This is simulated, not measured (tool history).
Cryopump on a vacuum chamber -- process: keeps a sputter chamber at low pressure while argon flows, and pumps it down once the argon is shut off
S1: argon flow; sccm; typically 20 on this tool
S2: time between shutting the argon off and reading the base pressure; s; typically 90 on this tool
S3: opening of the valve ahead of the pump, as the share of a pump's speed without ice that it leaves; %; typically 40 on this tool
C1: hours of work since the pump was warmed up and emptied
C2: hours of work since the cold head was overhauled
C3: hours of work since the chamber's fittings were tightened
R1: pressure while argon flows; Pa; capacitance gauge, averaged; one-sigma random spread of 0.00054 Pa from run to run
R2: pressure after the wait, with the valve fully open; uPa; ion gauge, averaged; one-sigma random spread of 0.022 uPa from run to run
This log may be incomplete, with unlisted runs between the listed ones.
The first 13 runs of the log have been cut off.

run   hour  S1   S2  S3   C1   C2   C3      R1    R2
 14  158.4  20   46  40  374  374  742  0.0568  1.64
 15  172.4  20   22  40  381  381  749  0.0572  2.48
 16  181.4  20   22  40  386  386  754  0.0574  2.56
 17  189.9  20   22  40  391  391  759  0.0574  2.58
 18  206.8  20   90  22  400  400  768  0.1012  1.28
 19  217.4  20   90  56  406  406  773  0.0431  1.24
 20  227.4  11   90  56  411  411  779  0.0245  1.31
 21  236.1  11   90  56  416  416  784  0.0234  1.26
 22  243.1  11   90  56  419  419  787   0.023  1.27
 23  251.5  27  252  21  424  424  792  0.1438  1.03
 24  264.3  11  252  19  431  431  799  0.0635  1.01
 25  273.8  11  252  19  436  436  804  0.0644  1.06
 26    284  35   28  50  442  442  810  0.0833  2.16
 27  296.2  35   28  50  448  448  816  0.0839  2.17
 28  309.2  13   28  41  455  455  823  0.0375  2.26
 29  322.8  10  198  17  463  463  831  0.0641  1.12
 30  339.8  20  271  40  472  472  840  0.0586  1.07
 31  356.8  10   44  54  481  481  849  0.0219  1.81
 32  365.6  16  281  40  486  486  854  0.0466  1.11
 33  374.6  16  281  40  491  491  859  0.0475  1.12
 34  387.4  11  281  49  498  498  866  0.0281  1.12
 35  400.1  15  281  49  505  505  872  0.0365  1.12

3 options for the next run, each taken on its own from the tool as it stands now. Forecast them:
  A  407.6  10  41  34  509  509  877   ?   ?
  B  407.6  20  75  15  509  509  877   ?   ?
  C  407.6  36  36  49  509  509  877   ?   ?

run      R1    R2
  A  0.0344  1.87
  B  0.1483  1.43
  C  0.0893  2.03
Stripped of hidden state, with their random variation kept, the same runs would have yielded:
run      R1    R2
  A  0.0317  1.09
  B  0.1429  0.66
  C  0.0796  1.24

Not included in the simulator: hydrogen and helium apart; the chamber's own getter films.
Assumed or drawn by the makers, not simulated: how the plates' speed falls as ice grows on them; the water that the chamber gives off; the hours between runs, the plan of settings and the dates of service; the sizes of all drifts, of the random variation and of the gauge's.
